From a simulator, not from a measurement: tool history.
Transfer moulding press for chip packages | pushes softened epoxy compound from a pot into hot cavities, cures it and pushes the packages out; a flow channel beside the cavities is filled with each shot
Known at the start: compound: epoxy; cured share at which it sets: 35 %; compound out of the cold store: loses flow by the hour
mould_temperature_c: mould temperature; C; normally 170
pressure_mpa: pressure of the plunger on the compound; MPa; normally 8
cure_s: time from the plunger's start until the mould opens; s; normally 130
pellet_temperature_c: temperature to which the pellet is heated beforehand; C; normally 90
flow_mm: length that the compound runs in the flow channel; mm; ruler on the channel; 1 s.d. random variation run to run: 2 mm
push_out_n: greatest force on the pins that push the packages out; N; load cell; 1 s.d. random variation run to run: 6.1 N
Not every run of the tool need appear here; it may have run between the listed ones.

| run | hour | mould_temperature_c | pressure_mpa | cure_s | pellet_temperature_c | incoming compound's hours out of the cold store | flow_mm | push_out_n |
|---|---|---|---|---|---|---|---|---|
| 1 | 0 | 170 | 8 | 130 | 90 | 34.3 | 643 | 352 |
| 2 | 20.2 | 170 | 8 | 130 | 90 | 34.9 | 640 | 378 |
|  | 24.9 | cavities cleaned with cleaning compound and waxed |
| 3 | 36.7 | 170 | 8 | 130 | 90 | 14.6 | 732 | 277 |
| 4 | 48.3 | 170 | 8 | 144 | 90 | 25.6 | 677 | 265 |
| 5 | 64.6 | 170 | 6.89 | 130 | 90 | 33.3 | 595 | 336 |
| 6 | 83.2 | 170 | 6.89 | 130 | 90 | 12.5 | 682 | 376 |
|  | 96.1 | cavities cleaned with cleaning compound and waxed |
| 7 | 99.7 | 170 | 8 | 114 | 90 | 20.3 | 694 | 316 |
| 8 | 117.8 | 170 | 8 | 114 | 90 | 24.4 | 678 | 382 |
| 9 | 130.1 | 170 | 8 | 114 | 90 | 28.4 | 659 | 404 |
| 10 | 147.6 | 170 | 8 | 130 | 90 | 42.5 | 603 | 345 |
| 11 | 157.9 | 170 | 8 | 130 | 95 | 43.5 | 598 | 367 |
|  | 166.7 | cavities cleaned with cleaning compound and waxed |
| 12 | 180 | 170 | 8 | 130 | 95 | 43.7 | 596 | 263 |
| 13 | 199.6 | 170 | 8 | 130 | 95 | 42.9 | 596 | 301 |
| 14 | 219.5 | 170 | 8 | 130 | 95 | 45.8 | 586 | 326 |
|  | 237.7 | cavities cleaned with cleaning compound and waxed |
| 15 | 241.7 | 170 | 8 | 130 | 95 | 33.2 | 631 | 248 |
| 16 | 254.8 | 176 | 8.93 | 143 | 83 | 36.2 | 638 | 233 |
| 17 | 269.2 | 162 | 7.79 | 122 | 87 | 31 | 651 | 665 |
| 18 | 282.2 | 162 | 7.79 | 122 | 87 | 39.6 | 613 | 675 |

Forecast run 19:
| 19 | 291.9 | 170 | 9.89 | 130 | 86 | 18.6 | ? | ? |

Run 19 measured flow_mm 769 mm, push_out_n 359 N.
Had the tool carried no hidden state, the very same run would have given flow_mm 802 mm, push_out_n 229 N.

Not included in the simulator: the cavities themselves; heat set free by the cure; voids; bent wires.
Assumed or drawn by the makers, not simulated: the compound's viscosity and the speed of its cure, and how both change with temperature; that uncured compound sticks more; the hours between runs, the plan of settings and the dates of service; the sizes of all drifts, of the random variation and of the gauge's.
